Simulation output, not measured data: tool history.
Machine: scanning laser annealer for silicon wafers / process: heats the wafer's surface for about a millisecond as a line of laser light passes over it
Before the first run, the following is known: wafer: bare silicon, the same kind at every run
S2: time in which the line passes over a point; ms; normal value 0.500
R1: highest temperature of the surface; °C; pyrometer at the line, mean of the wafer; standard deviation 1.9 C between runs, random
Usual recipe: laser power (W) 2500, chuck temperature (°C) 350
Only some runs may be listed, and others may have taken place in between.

{"run": 1, "hour": 0.0, "laser power (W)": 2500, "S2": 0.5, "chuck temperature (°C)": 350, "R1": 1099}
{"run": 2, "hour": 6.6, "laser power (W)": 2500, "S2": 0.5, "chuck temperature (°C)": 350, "R1": 1098}
{"run": 3, "hour": 12.7, "laser power (W)": 2500, "S2": 0.5, "chuck temperature (°C)": 353, "R1": 1099}
{"run": 4, "hour": 16.4, "laser power (W)": 2500, "S2": 0.5, "chuck temperature (°C)": 353, "R1": 1102}
{"run": 5, "hour": 22.3, "laser power (W)": 2500, "S2": 0.5, "chuck temperature (°C)": 367, "R1": 1114}
{"run": 6, "hour": 30.1, "laser power (W)": 2500, "S2": 0.5, "chuck temperature (°C)": 367, "R1": 1116}
{"run": 7, "hour": 38.4, "laser power (W)": 2647, "S2": 0.5, "chuck temperature (°C)": 350, "R1": 1147}
{"run": 8, "hour": 44.5, "laser power (W)": 2647, "S2": 0.5, "chuck temperature (°C)": 350, "R1": 1147}
{"run": 9, "hour": 53.5, "laser power (W)": 2647, "S2": 0.5, "chuck temperature (°C)": 350, "R1": 1144}
{"run": 10, "hour": 61.6, "laser power (W)": 2500, "S2": 0.5, "chuck temperature (°C)": 350, "R1": 1093}
{"run": 11, "hour": 65.5, "laser power (W)": 2500, "S2": 0.5, "chuck temperature (°C)": 320, "R1": 1061}
{"run": 12, "hour": 71.3, "laser power (W)": 2500, "S2": 0.5, "chuck temperature (°C)": 350, "R1": 1091}
{"run": 13, "hour": 76.6, "laser power (W)": 2500, "S2": 0.5, "chuck temperature (°C)": 350, "R1": 1092}
{"run": 14, "hour": 85.7, "laser power (W)": 2500, "S2": 0.5, "chuck temperature (°C)": 342, "R1": 1082}
{"run": 15, "hour": 94.3, "laser power (W)": 2500, "S2": 0.5, "chuck temperature (°C)": 342, "R1": 1081}
{"run": 16, "hour": 101.6, "laser power (W)": 2500, "S2": 0.5, "chuck temperature (°C)": 342, "R1": 1082}
{"run": 17, "hour": 106.0, "laser power (W)": 2500, "S2": 0.5, "chuck temperature (°C)": 342, "R1": 1082}
{"run": 18, "hour": 115.2, "laser power (W)": 2633, "S2": 0.5, "chuck temperature (°C)": 350, "R1": 1133}
{"run": 19, "hour": 121.7, "laser power (W)": 2500, "S2": 0.5, "chuck temperature (°C)": 350, "R1": 1089}
{"run": 20, "hour": 128.2, "laser power (W)": 2500, "S2": 0.5, "chuck temperature (°C)": 350, "R1": 1090}
{"run": 21, "hour": 135.1, "laser power (W)": 2500, "S2": 0.5, "chuck temperature (°C)": 350, "R1": 1084}
{"run": 22, "hour": 139.4, "laser power (W)": 2500, "S2": 0.5, "chuck temperature (°C)": 350, "R1": 1088}
{"hour": 145.2, "done": "window over the wafer cleaned"}
{"run": 23, "hour": 148.3, "laser power (W)": 2500, "S2": 0.5, "chuck temperature (°C)": 361, "R1": 1127}
{"run": 24, "hour": 154.3, "laser power (W)": 2500, "S2": 0.5, "chuck temperature (°C)": 361, "R1": 1128}
{"run": 25, "hour": 159.5, "laser power (W)": 2500, "S2": 0.5, "chuck temperature (°C)": 361, "R1": 1128}
{"run": 26, "hour": 167.0, "laser power (W)": 2500, "S2": 0.5, "chuck temperature (°C)": 361, "R1": 1123}
{"run": 27, "hour": 172.8, "laser power (W)": 2246, "S2": 0.55, "chuck temperature (°C)": 364, "R1": 1069}
{"hour": 178.6, "done": "optics aligned, line set to its width"}
{"run": 28, "hour": 184.7, "laser power (W)": 2246, "S2": 0.55, "chuck temperature (°C)": 344, "R1": 1040}
{"run": 29, "hour": 193.6, "laser power (W)": 2500, "S2": 0.462, "chuck temperature (°C)": 371, "R1": 1097}
{"run": 30, "hour": 201.8, "laser power (W)": 2211, "S2": 0.463, "chuck temperature (°C)": 328, "R1": 955}
{"run": 31, "hour": 207.8, "laser power (W)": 2211, "S2": 0.478, "chuck temperature (°C)": 386, "R1": 1022}
{"run": 32, "hour": 211.7, "laser power (W)": 2661, "S2": 0.391, "chuck temperature (°C)": 359, "R1": 1075}
{"run": 33, "hour": 219.3, "laser power (W)": 2374, "S2": 0.5, "chuck temperature (°C)": 327, "R1": 1034}
{"run": 34, "hour": 223.3, "laser power (W)": 2374, "S2": 0.5, "chuck temperature (°C)": 327, "R1": 1035}
{"hour": 232.0, "done": "optics aligned, line set to its width, once more"}
{"run": 35, "hour": 235.9, "laser power (W)": 2374, "S2": 0.5, "chuck temperature (°C)": 327, "R1": 1064}
{"run": 36, "hour": 243.9, "laser power (W)": 2500, "S2": 0.543, "chuck temperature (°C)": 332, "R1": 1148}
{"run": 37, "hour": 249.8, "laser power (W)": 2231, "S2": 0.494, "chuck temperature (°C)": 366, "R1": 1043}
{"run": 38, "hour": 258.5, "laser power (W)": 2231, "S2": 0.494, "chuck temperature (°C)": 366, "R1": 1044}
{"run": 39, "hour": 262.7, "laser power (W)": 2500, "S2": 0.527, "chuck temperature (°C)": 370, "R1": 1172}
{"run": 40, "hour": 271.6, "laser power (W)": 2500, "S2": 0.411, "chuck temperature (°C)": 357, "R1": 1063}
{"run": 41, "hour": 278.4, "laser power (W)": 2275, "S2": 0.411, "chuck temperature (°C)": 357, "R1": 988}

Consider 4 possible next runs. They are alternatives, not a sequence: every one starts from the tool as it was left by run 41. What does each give?
{"run": "A", "hour": 282.2, "laser power (W)": 2500, "S2": 0.5, "chuck temperature (°C)": 322, "R1": "?"}
{"run": "B", "hour": 282.2, "laser power (W)": 2275, "S2": 0.411, "chuck temperature (°C)": 385, "R1": "?"}
{"run": "C", "hour": 282.2, "laser power (W)": 2589, "S2": 0.462, "chuck temperature (°C)": 339, "R1": "?"}
{"run": "D", "hour": 282.2, "laser power (W)": 2734, "S2": 0.5, "chuck temperature (°C)": 350, "R1": "?"}

run=A R1=1099
run=B R1=1016
run=C R1=1119
run=D R1=1212
Take away the tool's hidden state, keep each run's random variation, and the runs would have read:
run=A R1=1114
run=B R1=1029
run=C R1=1135
run=D R1=1230
